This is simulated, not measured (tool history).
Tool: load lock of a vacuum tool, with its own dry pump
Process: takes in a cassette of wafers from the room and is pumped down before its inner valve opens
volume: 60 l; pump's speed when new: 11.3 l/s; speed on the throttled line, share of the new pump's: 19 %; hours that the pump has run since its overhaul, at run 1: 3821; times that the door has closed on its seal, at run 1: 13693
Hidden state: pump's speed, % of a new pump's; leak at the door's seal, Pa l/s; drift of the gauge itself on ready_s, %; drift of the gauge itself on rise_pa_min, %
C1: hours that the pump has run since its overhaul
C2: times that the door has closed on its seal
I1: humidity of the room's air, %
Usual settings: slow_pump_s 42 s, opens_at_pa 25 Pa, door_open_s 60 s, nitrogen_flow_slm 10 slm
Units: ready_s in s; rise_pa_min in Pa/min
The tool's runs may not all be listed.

run 1 hour=0.0 | slow_pump_s=42 opens_at_pa=25 door_open_s=60 nitrogen_flow_slm=10 | C1=3821 C2=13693 | I1=47.9 | ready_s=81.7 rise_pa_min=0.069
run 2 hour=240.1 | slow_pump_s=42 opens_at_pa=25 door_open_s=60 nitrogen_flow_slm=10 | C1=4061 C2=14016 | I1=39.6 | ready_s=81.2 rise_pa_min=0.067
run 3 hour=636.0 | slow_pump_s=42 opens_at_pa=25 door_open_s=60 nitrogen_flow_slm=10 | C1=4457 C2=14547 | I1=45.4 | ready_s=82.3 rise_pa_min=0.074
run 4 hour=933.1 | slow_pump_s=42 opens_at_pa=25 door_open_s=60 nitrogen_flow_slm=10 | C1=4754 C2=14946 | I1=45.0 | ready_s=81.4 rise_pa_min=0.083
run 5 hour=1125.0 | slow_pump_s=42 opens_at_pa=25 door_open_s=60 nitrogen_flow_slm=10 | C1=4946 C2=15203 | I1=47.8 | ready_s=80.9 rise_pa_min=0.077
run 6 hour=1434.6 | slow_pump_s=42 opens_at_pa=25 door_open_s=60 nitrogen_flow_slm=10 | C1=5256 C2=15619 | I1=45.7 | ready_s=82.7 rise_pa_min=0.084
run 7 hour=1639.6 | slow_pump_s=42 opens_at_pa=25 door_open_s=60 nitrogen_flow_slm=10 | C1=5461 C2=15894 | I1=45.6 | ready_s=83.4 rise_pa_min=0.077
run 8 hour=1912.0 | slow_pump_s=42 opens_at_pa=25 door_open_s=60 nitrogen_flow_slm=10 | C1=5733 C2=16260 | I1=43.2 | ready_s=83.6 rise_pa_min=0.079
run 9 hour=2295.2 | slow_pump_s=42 opens_at_pa=25 door_open_s=60 nitrogen_flow_slm=10 | C1=6116 C2=16774 | I1=45.3 | ready_s=83.5 rise_pa_min=0.082
run 10 hour=2568.3 | slow_pump_s=42 opens_at_pa=25 door_open_s=60 nitrogen_flow_slm=10 | C1=6389 C2=17141 | I1=43.0 | ready_s=82.4 rise_pa_min=0.078
run 11 hour=2935.6 | slow_pump_s=42 opens_at_pa=25 door_open_s=60 nitrogen_flow_slm=10 | C1=6757 C2=17634 | I1=46.3 | ready_s=82.3 rise_pa_min=0.085
run 12 hour=3155.1 | slow_pump_s=42 opens_at_pa=25 door_open_s=60 nitrogen_flow_slm=10 | C1=6976 C2=17928 | I1=43.5 | ready_s=83.3 rise_pa_min=0.089
run 13 hour=3426.9 | slow_pump_s=42 opens_at_pa=25 door_open_s=60 nitrogen_flow_slm=8 | C1=7248 C2=18293 | I1=44.8 | ready_s=84.1 rise_pa_min=0.089
run 14 hour=3782.6 | slow_pump_s=42 opens_at_pa=43 door_open_s=60 nitrogen_flow_slm=10 | C1=7604 C2=18771 | I1=44.4 | ready_s=80.6 rise_pa_min=0.094
run 15 hour=4102.1 | slow_pump_s=66 opens_at_pa=25 door_open_s=60 nitrogen_flow_slm=10 | C1=7923 C2=19199 | I1=49.7 | ready_s=101.3 rise_pa_min=0.098
run 16 hour=4333.0 | slow_pump_s=66 opens_at_pa=25 door_open_s=60 nitrogen_flow_slm=10 | C1=8154 C2=19509 | I1=50.8 | ready_s=102.2 rise_pa_min=0.099
run 17 hour=4550.6 | slow_pump_s=41 opens_at_pa=25 door_open_s=60 nitrogen_flow_slm=10 | C1=8372 C2=19801 | I1=45.4 | ready_s=83.7 rise_pa_min=0.094
run 18 hour=4819.5 | slow_pump_s=41 opens_at_pa=25 door_open_s=60 nitrogen_flow_slm=10 | C1=8641 C2=20162 | I1=48.1 | ready_s=84.0 rise_pa_min=0.098
run 19 hour=5157.7 | slow_pump_s=41 opens_at_pa=25 door_open_s=60 nitrogen_flow_slm=10 | C1=8979 C2=20616 | I1=45.3 | ready_s=84.8 rise_pa_min=0.105
run 20 hour=5513.0 | slow_pump_s=41 opens_at_pa=22 door_open_s=87 nitrogen_flow_slm=10 | C1=9334 C2=21093 | I1=45.1 | ready_s=84.2 rise_pa_min=0.114
run 21 hour=5882.3 | slow_pump_s=78 opens_at_pa=25 door_open_s=60 nitrogen_flow_slm=25 | C1=9703 C2=21589 | I1=43.9 | ready_s=113.8 rise_pa_min=0.091
run 22 hour=6171.2 | slow_pump_s=78 opens_at_pa=25 door_open_s=60 nitrogen_flow_slm=25 | C1=9992 C2=21977 | I1=47.6 | ready_s=113.0 rise_pa_min=0.103
run 23 hour=6424.4 | slow_pump_s=25 opens_at_pa=23 door_open_s=71 nitrogen_flow_slm=9 | C1=10246 C2=22316 | I1=46.1 | ready_s=73.6 rise_pa_min=0.116
run 24 hour=6782.1 | slow_pump_s=25 opens_at_pa=23 door_open_s=71 nitrogen_flow_slm=9 | C1=10603 C2=22797 | I1=47.0 | ready_s=73.7 rise_pa_min=0.115
run 25 hour=7028.0 | slow_pump_s=29 opens_at_pa=46 door_open_s=81 nitrogen_flow_slm=42 | C1=10849 C2=23127 | I1=44.6 | ready_s=72.6 rise_pa_min=0.107
run 26 hour=7228.9 | slow_pump_s=39 opens_at_pa=25 door_open_s=60 nitrogen_flow_slm=28 | C1=11050 C2=23396 | I1=44.4 | ready_s=84.8 rise_pa_min=0.109
run 27 hour=7448.8 | slow_pump_s=42 opens_at_pa=25 door_open_s=60 nitrogen_flow_slm=26 | C1=11270 C2=23692 | I1=46.6 | ready_s=86.9 rise_pa_min=0.112
run 28 hour=7643.2 | slow_pump_s=42 opens_at_pa=48 door_open_s=60 nitrogen_flow_slm=18 | C1=11464 C2=23952 | I1=43.4 | ready_s=82.7 rise_pa_min=0.112
run 29 hour=8049.9 | slow_pump_s=42 opens_at_pa=32 door_open_s=66 nitrogen_flow_slm=12 | C1=11871 C2=24498 | I1=49.8 | ready_s=85.6 rise_pa_min=0.122
run 30 hour=8299.9 | slow_pump_s=42 opens_at_pa=25 door_open_s=42 nitrogen_flow_slm=10 | C1=12121 C2=24834 | I1=43.4 | ready_s=87.6 rise_pa_min=0.119
-- hour=8619.9 dry pump taken out, an overhauled one fitted
run 31 hour=8619.9 | slow_pump_s=42 opens_at_pa=24 door_open_s=60 nitrogen_flow_slm=10 | C1=0 C2=25255 | I1=45.3 | ready_s=79.4 rise_pa_min=0.130
run 32 hour=8999.3 | slow_pump_s=30 opens_at_pa=25 door_open_s=87 nitrogen_flow_slm=10 | C1=379 C2=25765 | I1=44.4 | ready_s=68.5 rise_pa_min=0.142
run 33 hour=9239.7 | slow_pump_s=30 opens_at_pa=25 door_open_s=87 nitrogen_flow_slm=10 | C1=620 C2=26087 | I1=46.4 | ready_s=68.8 rise_pa_min=0.140
run 34 hour=9451.8 | slow_pump_s=71 opens_at_pa=25 door_open_s=60 nitrogen_flow_slm=5 | C1=832 C2=26372 | I1=43.8 | ready_s=101.2 rise_pa_min=0.136
run 35 hour=9844.6 | slow_pump_s=33 opens_at_pa=25 door_open_s=225 nitrogen_flow_slm=16 | C1=1225 C2=26899 | I1=49.2 | ready_s=72.3 rise_pa_min=0.176
run 36 hour=10083.4 | slow_pump_s=49 opens_at_pa=25 door_open_s=100 nitrogen_flow_slm=16 | C1=1464 C2=27220 | I1=47.9 | ready_s=84.1 rise_pa_min=0.149

5 ways to go on from here, each from the tool as it stands after run 36. What would each give?
run A hour=10284.2 | slow_pump_s=67 opens_at_pa=21 door_open_s=60 nitrogen_flow_slm=10 | C1=1664 C2=27489 | I1=46.6 | ready_s=? rise_pa_min=?
run B hour=10284.2 | slow_pump_s=42 opens_at_pa=25 door_open_s=33 nitrogen_flow_slm=10 | C1=1664 C2=27489 | I1=50.4 | ready_s=? rise_pa_min=?
run C hour=10284.2 | slow_pump_s=41 opens_at_pa=25 door_open_s=216 nitrogen_flow_slm=16 | C1=1664 C2=27489 | I1=44.4 | ready_s=? rise_pa_min=?
run D hour=10284.2 | slow_pump_s=46 opens_at_pa=36 door_open_s=100 nitrogen_flow_slm=16 | C1=1664 C2=27489 | I1=41.8 | ready_s=? rise_pa_min=?
run E hour=10284.2 | slow_pump_s=65 opens_at_pa=39 door_open_s=60 nitrogen_flow_slm=10 | C1=1664 C2=27489 | I1=43.5 | ready_s=? rise_pa_min=?

run=A ready_s=101.1 rise_pa_min=0.143
run=B ready_s=79.1 rise_pa_min=0.133
run=C ready_s=77.3 rise_pa_min=0.175
run=D ready_s=79.7 rise_pa_min=0.144
run=E ready_s=94.9 rise_pa_min=0.134
Without the tool's hidden state the same runs would have given:
run=A ready_s=100.1 rise_pa_min=0.030
run=B ready_s=77.9 rise_pa_min=0.022
run=C ready_s=76.1 rise_pa_min=0.063
run=D ready_s=78.6 rise_pa_min=0.033
run=E ready_s=93.9 rise_pa_min=0.023
